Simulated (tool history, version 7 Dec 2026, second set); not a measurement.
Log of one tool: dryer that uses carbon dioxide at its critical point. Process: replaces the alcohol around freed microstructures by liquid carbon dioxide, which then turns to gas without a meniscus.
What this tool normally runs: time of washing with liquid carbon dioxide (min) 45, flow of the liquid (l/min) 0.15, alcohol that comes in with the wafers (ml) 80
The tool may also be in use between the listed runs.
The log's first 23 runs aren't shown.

| run | day | time of washing with liquid carbon dioxide (min) | flow of the liquid (l/min) | alcohol that comes in with the wafers (ml) | alcohol left in the vessel before it's heated (ppm by volume) |
|---|---|---|---|---|---|
| 24 | 19.788 | 45 | 0.15 | 101 | 431 |
| 25 | 20.762 | 57 | 0.15 | 26 | 37 |
|  | 21.821 | inlet filter changed |
| 26 | 21.904 | 66 | 0.235 | 41 | 15 |
| 27 | 22.792 | 32 | 0.144 | 31 | 624 |
| 28 | 23.85 | 70 | 0.173 | 80 | 21 |
| 29 | 25.158 | 45 | 0.132 | 80 | 562 |
| 30 | 25.946 | 45 | 0.152 | 80 | 284 |
| 31 | 27.096 | 45 | 0.152 | 80 | 297 |
| 32 | 27.762 | 50 | 0.093 | 32 | 716 |
| 33 | 29.054 | 53 | 0.091 | 80 | 1565 |

Branching from run 33: 3 alternative next runs. What would each branch give?
| A | 29.954 | 41 | 0.15 | 22 | ? |
| B | 29.954 | 41 | 0.15 | 80 | ? |
| C | 29.954 | 53 | 0.128 | 38 | ? |

| run | alcohol left in the vessel before it's heated (ppm by volume) |
|---|---|
| A | 184 |
| B | 584 |
| C | 177 |
Without the tool's hidden state the same runs would have given:
| run | alcohol left in the vessel before it's heated (ppm by volume) |
|---|---|
| A | 116 |
| B | 398 |
| C | 103 |
